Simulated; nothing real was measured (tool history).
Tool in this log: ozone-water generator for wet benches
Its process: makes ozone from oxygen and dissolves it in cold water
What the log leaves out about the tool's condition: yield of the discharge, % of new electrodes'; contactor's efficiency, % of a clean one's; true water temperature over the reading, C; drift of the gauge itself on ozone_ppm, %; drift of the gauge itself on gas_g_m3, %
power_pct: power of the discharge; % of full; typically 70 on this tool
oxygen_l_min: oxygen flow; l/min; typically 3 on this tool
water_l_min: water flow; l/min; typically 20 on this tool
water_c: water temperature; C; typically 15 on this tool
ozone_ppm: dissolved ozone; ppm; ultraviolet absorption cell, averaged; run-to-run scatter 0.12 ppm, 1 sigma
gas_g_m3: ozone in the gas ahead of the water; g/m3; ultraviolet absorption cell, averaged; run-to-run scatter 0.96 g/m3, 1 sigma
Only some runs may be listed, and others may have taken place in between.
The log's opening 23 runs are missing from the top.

| run | hour | power_pct | oxygen_l_min | water_l_min | water_c | hours of work since the electrodes were changed | hours of work since the contactor was cleaned | hours of work since the thermometer was calibrated | ozone_ppm | gas_g_m3 |
|---|---|---|---|---|---|---|---|---|---|---|
| 24 | 2866.7 | 83 | 3 | 20 | 11 | 2313 | 1110 | 618 | 11.9 | 170.2 |
| 25 | 2987.6 | 83 | 5.06 | 20 | 11 | 2401 | 1198 | 707 | 12.3 | 122 |
|  | 3008 | water thermometer calibrated, once more |
| 26 | 3165.8 | 70 | 3 | 28 | 15 | 2532 | 1329 | 116 | 7.3 | 153.7 |
| 27 | 3310.4 | 63 | 3 | 13 | 17 | 2637 | 1435 | 222 | 14.5 | 142.5 |
| 28 | 3461.9 | 59 | 3.66 | 14 | 7 | 2748 | 1545 | 332 | 14.4 | 119.6 |
|  | 3482.2 | contactor cleaned |
| 29 | 3596.3 | 70 | 3 | 19 | 15 | 2844 | 84 | 428 | 11.3 | 151 |
| 30 | 3757.1 | 62 | 5.03 | 15 | 15 | 2962 | 201 | 546 | 12.4 | 101.1 |
| 31 | 3889.9 | 62 | 5.03 | 15 | 15 | 3059 | 299 | 643 | 12.4 | 100.4 |
| 32 | 4056.2 | 55 | 2.75 | 20 | 20 | 3181 | 420 | 765 | 8.4 | 136.5 |
| 33 | 4226.4 | 70 | 3.89 | 20 | 14 | 3305 | 545 | 889 | 10.5 | 126 |

Consider 4 possible next runs. They are alternatives, not a sequence: every one starts from the tool as it was left by run 33. What does each give?
| A | 4354.6 | 49 | 4.55 | 26 | 15 | 3399 | 639 | 983 | ? | ? |
| B | 4354.6 | 70 | 1.95 | 20 | 15 | 3399 | 639 | 983 | ? | ? |
| C | 4354.6 | 77 | 3.89 | 12 | 10 | 3399 | 639 | 983 | ? | ? |
| D | 4354.6 | 41 | 3.33 | 30 | 14 | 3399 | 639 | 983 | ? | ? |

| run | ozone_ppm | gas_g_m3 |
|---|---|---|
| A | 6.5 | 91.5 |
| B | 9.9 | 197.4 |
| C | 18.9 | 133 |
| D | 4.8 | 101.7 |
Without the tool's unlogged condition, the same runs would have read:
| run | ozone_ppm | gas_g_m3 |
|---|---|---|
| A | 7 | 98.1 |
| B | 11 | 215.9 |
| C | 21 | 146.4 |
| D | 5.2 | 107.9 |

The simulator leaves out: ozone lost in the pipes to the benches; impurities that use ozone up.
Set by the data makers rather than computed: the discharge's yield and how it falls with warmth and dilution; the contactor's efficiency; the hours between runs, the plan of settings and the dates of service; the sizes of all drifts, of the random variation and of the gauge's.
